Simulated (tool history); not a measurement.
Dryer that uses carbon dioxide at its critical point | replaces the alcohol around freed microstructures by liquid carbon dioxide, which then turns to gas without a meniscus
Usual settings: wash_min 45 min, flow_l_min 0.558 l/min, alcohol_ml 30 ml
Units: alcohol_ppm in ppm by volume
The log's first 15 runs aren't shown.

| run | hour | wash_min | flow_l_min | alcohol_ml | alcohol_ppm |
|---|---|---|---|---|---|
| 16 | 163.3 | 45 | 0.558 | 30 | 65 |
| 17 | 171.3 | 45 | 0.558 | 30 | 67 |
| 18 | 179.0 | 45 | 0.558 | 30 | 76 |
| 19 | 190.9 | 45 | 0.558 | 30 | 64 |
| 20 | 204.9 | 45 | 0.558 | 30 | 73 |
| 21 | 215.6 | 45 | 0.338 | 30 | 407 |
| 22 | 225.3 | 45 | 0.608 | 30 | 51 |
| 23 | 239.5 | 45 | 0.558 | 30 | 77 |
| 24 | 250.6 | 45 | 0.558 | 64 | 127 |
| 25 | 257.3 | 45 | 0.558 | 27 | 69 |
| 26 | 270.2 | 45 | 0.360 | 45 | 502 |
| 27 | 277.5 | 45 | 0.360 | 45 | 483 |
| 28 | 285.0 | 45 | 0.360 | 45 | 504 |
| 29 | 291.4 | 45 | 0.697 | 102 | 70 |

Run 30 comes next. What will it give?
| 30 | 302.6 | 45 | 0.697 | 102 | ? |

{"run 30": {"alcohol_ppm": 88}}
Without the tool's hidden state the same run would have given alcohol_ppm 51 ppm by volume.
